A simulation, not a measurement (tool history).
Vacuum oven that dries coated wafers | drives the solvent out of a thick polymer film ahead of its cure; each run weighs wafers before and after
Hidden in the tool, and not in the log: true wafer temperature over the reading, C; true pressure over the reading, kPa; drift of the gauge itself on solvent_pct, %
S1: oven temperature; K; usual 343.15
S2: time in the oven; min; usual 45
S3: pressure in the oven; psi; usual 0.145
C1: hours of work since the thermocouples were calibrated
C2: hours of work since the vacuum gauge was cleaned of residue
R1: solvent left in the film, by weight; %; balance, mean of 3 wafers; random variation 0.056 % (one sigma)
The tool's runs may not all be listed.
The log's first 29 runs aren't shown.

Run 30, hour 1779.6: usual settings but S1 336.15 K, S2 46 min; C1 1255; C2 416. Result: R1 6.08 %.
At hour 1833.7: oven's thermocouples calibrated.
Run 31, hour 1853.3: usual settings but S1 347.15 K, S2 80 min; C1 14; C2 465. Result: R1 0.84 %.
Run 32, hour 1940.3: usual settings but S1 330.15 K, S2 75 min, S3 0.11 psi; C1 73; C2 525. Result: R1 5.82 %.
Run 33, hour 1993.6: usual settings but S1 330.15 K, S2 75 min, S3 0.11 psi; C1 110; C2 561. Result: R1 5.82 %.
Run 34, hour 2040.3: usual settings but S1 329.15 K, S2 78 min, S3 0.126 psi; C1 142; C2 593. Result: R1 6.42 %.
Run 35, hour 2121.8: usual settings but S1 329.15 K, S2 78 min, S3 0.126 psi; C1 198; C2 649. Result: R1 6.36 %.
Run 36, hour 2203: usual settings but S1 329.15 K, S2 78 min, S3 0.126 psi; C1 254; C2 705. Result: R1 6.41 %.
Run 37, hour 2293.6: usual settings but S1 329.15 K, S2 78 min, S3 0.126 psi; C1 316; C2 767. Result: R1 6.5 %.

5 ways to go on from here, each from the tool as it stands after run 37. What would each give?
Run A, hour 2365: usual settings but S1 330.15 K, S2 78 min, S3 0.126 psi; C1 365; C2 816. Result: R1 ?.
Run B, hour 2365: usual settings but S1 347.15 K, S3 0.274 psi; C1 365; C2 816. Result: R1 ?.
Run C, hour 2365: usual settings but S1 341.15 K, S3 0.144 psi; C1 365; C2 816. Result: R1 ?.
Run D, hour 2365: usual settings but S1 356.15 K, S2 80 min, S3 0.141 psi; C1 365; C2 816. Result: R1 ?.
Run E, hour 2365: usual settings but S1 335.15 K, S2 52 min, S3 0.331 psi; C1 365; C2 816. Result: R1 ?.

run    R1
  A     6
  B  2.13
  C  3.67
  D  0.51
  E  6.86
Without the tool's hidden state the same runs would have given:
run    R1
  A  5.44
  B  1.86
  C  3.24
  D  0.42
  E  6.33
